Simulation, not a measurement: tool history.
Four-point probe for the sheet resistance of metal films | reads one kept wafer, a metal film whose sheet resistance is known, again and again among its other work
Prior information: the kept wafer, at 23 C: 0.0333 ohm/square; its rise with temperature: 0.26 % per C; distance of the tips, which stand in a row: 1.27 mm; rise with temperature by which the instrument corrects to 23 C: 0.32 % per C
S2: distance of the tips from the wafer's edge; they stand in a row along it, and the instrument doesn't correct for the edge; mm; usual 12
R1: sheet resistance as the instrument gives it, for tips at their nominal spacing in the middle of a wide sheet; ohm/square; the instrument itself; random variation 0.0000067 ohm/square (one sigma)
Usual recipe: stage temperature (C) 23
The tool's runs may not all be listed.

{"run": 1, "hour": 0.0, "stage temperature (C)": 23, "S2": 12, "R1": 0.033664}
{"run": 2, "hour": 15.9, "stage temperature (C)": 23, "S2": 12, "R1": 0.033663}
{"run": 3, "hour": 27.6, "stage temperature (C)": 23, "S2": 3, "R1": 0.036367}
{"run": 4, "hour": 40.4, "stage temperature (C)": 23, "S2": 3, "R1": 0.036375}
{"run": 5, "hour": 52.0, "stage temperature (C)": 23, "S2": 3, "R1": 0.036361}
{"run": 6, "hour": 64.9, "stage temperature (C)": 23, "S2": 3, "R1": 0.036362}
{"run": 7, "hour": 76.0, "stage temperature (C)": 23, "S2": 3, "R1": 0.036365}
{"run": 8, "hour": 95.2, "stage temperature (C)": 23, "S2": 3, "R1": 0.03637}
{"run": 9, "hour": 107.8, "stage temperature (C)": 23, "S2": 3, "R1": 0.036373}
{"run": 10, "hour": 118.6, "stage temperature (C)": 23, "S2": 3, "R1": 0.03637}
{"run": 11, "hour": 136.9, "stage temperature (C)": 23, "S2": 12, "R1": 0.033641}
{"run": 12, "hour": 154.3, "stage temperature (C)": 23, "S2": 12, "R1": 0.033643}
{"run": 13, "hour": 173.9, "stage temperature (C)": 23, "S2": 12, "R1": 0.033647}
{"run": 14, "hour": 190.5, "stage temperature (C)": 34, "S2": 11, "R1": 0.033469}
{"run": 15, "hour": 209.2, "stage temperature (C)": 34, "S2": 11, "R1": 0.03345}
{"run": 16, "hour": 219.2, "stage temperature (C)": 29, "S2": 11, "R1": 0.033569}
{"run": 17, "hour": 230.9, "stage temperature (C)": 23, "S2": 23, "R1": 0.033505}
{"run": 18, "hour": 243.0, "stage temperature (C)": 23, "S2": 23, "R1": 0.033501}
{"run": 19, "hour": 254.5, "stage temperature (C)": 20, "S2": 3, "R1": 0.036416}
{"run": 20, "hour": 264.3, "stage temperature (C)": 20, "S2": 3, "R1": 0.036432}
{"run": 21, "hour": 272.5, "stage temperature (C)": 20, "S2": 3, "R1": 0.036423}
{"run": 22, "hour": 282.7, "stage temperature (C)": 20, "S2": 3, "R1": 0.036436}
{"run": 23, "hour": 298.3, "stage temperature (C)": 30, "S2": 12, "R1": 0.033496}

Alternative continuations, all from the tool just after run 23; predict every row:
{"run": "A", "hour": 306.4, "stage temperature (C)": 26, "S2": 23, "R1": "?"}
{"run": "B", "hour": 306.4, "stage temperature (C)": 26, "S2": 6, "R1": "?"}
{"run": "C", "hour": 306.4, "stage temperature (C)": 34, "S2": 22, "R1": "?"}

run=A R1=0.03345
run=B R1=0.034162
run=C R1=0.033297
With the hidden condition removed and each run's random variation left untouched, the same runs would have given:
run=A R1=0.033306
run=B R1=0.034014
run=C R1=0.033152
